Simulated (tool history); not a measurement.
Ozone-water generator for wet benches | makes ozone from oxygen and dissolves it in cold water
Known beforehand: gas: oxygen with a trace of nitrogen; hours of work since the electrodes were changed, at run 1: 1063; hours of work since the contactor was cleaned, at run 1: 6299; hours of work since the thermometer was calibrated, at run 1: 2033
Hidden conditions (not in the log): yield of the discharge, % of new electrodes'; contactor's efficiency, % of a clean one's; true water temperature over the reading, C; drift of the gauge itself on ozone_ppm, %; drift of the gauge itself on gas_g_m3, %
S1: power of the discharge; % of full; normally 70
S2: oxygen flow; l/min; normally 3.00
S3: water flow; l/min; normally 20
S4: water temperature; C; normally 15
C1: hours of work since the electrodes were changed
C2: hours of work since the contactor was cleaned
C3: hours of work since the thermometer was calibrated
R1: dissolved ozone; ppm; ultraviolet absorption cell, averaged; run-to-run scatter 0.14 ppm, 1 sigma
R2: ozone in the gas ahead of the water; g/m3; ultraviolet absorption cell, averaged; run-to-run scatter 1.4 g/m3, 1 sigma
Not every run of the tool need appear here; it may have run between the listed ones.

run,hour,S1,S2,S3,S4,C1,C2,C3,R1,R2
1,0.0,70,3.00,20,15,1063,6299,2033,15.5,264.6
2,28.5,70,3.00,20,15,1082,6317,2051,15.4,260.6
3,59.4,70,5.21,20,15,1101,6337,2070,16.7,196.9
4,83.6,70,3.00,20,15,1117,6352,2086,15.4,263.8
5,135.1,70,3.00,20,15,1150,6385,2119,15.4,260.6
6,175.3,70,3.00,20,21,1175,6411,2144,14.4,262.5
7,215.9,70,3.00,12,21,1201,6437,2170,23.9,259.0
8,243.2,70,3.00,12,21,1218,6454,2188,23.9,260.9
9,292.7,70,3.00,20,15,1250,6485,2219,15.4,260.3
10,336.6,70,3.00,26,15,1278,6513,2247,11.5,263.8
11,364.3,70,3.00,26,15,1296,6531,2265,11.2,259.8
12,406.3,70,3.00,26,15,1322,6558,2292,11.5,260.5
13,462.8,70,3.00,20,15,1358,6594,2328,15.3,261.6
14,519.1,70,3.00,20,15,1394,6630,2363,15.1,261.7
15,545.3,44,3.00,20,15,1411,6646,2380,9.9,172.0
16,575.2,70,3.00,13,15,1430,6666,2399,24.1,263.3
17,624.3,70,3.00,13,15,1461,6697,2430,24.1,261.8
18,662.9,70,3.00,13,15,1486,6721,2455,24.0,260.3
19,685.9,70,1.78,16,13,1501,6736,2470,17.9,340.0
20,731.5,70,3.00,20,8,1530,6765,2499,16.2,260.7
21,763.5,68,3.00,20,21,1550,6785,2519,13.9,251.5
22,814.9,70,3.00,20,15,1583,6818,2552,15.2,260.3
23,839.3,41,3.00,20,16,1598,6834,2567,9.4,160.3
24,877.4,41,2.55,20,16,1623,6858,2592,9.0,173.3
25,927.5,41,3.95,20,16,1655,6890,2624,9.5,137.8
26,962.2,41,1.66,15,14,1677,6912,2646,11.7,216.5
27,993.6,65,3.00,20,10,1697,6932,2666,14.8,243.6
28,1018.1,70,3.46,21,8,1712,6948,2681,15.5,241.1
29,1065.0,70,2.67,15,13,1742,6978,2711,20.8,275.9
30,1120.2,66,2.67,15,22,1777,7013,2746,18.2,259.6
31,1175.0,66,1.70,15,7,1812,7048,2781,18.5,329.0
32,1201.6,66,1.70,15,7,1829,7065,2798,18.5,332.8
33,1242.4,45,3.00,20,20,1855,7091,2824,9.6,172.5

Alternative continuations, all from the tool just after run 33; predict every row:
A,1275.8,70,1.98,16,15,1877,7112,2846,?,?
B,1275.8,57,3.00,20,16,1877,7112,2846,?,?
C,1275.8,54,2.27,20,14,1877,7112,2846,?,?
D,1275.8,70,3.00,22,7,1877,7112,2846,?,?

run,R1,R2
A,17.9,323.9
B,12.4,214.0
C,11.1,235.9
D,14.5,259.4
Stripped of hidden state, with their random variation kept, the same runs would have yielded:
run,R1,R2
A,20.6,337.5
B,14.2,221.2
C,12.7,243.4
D,16.9,270.2
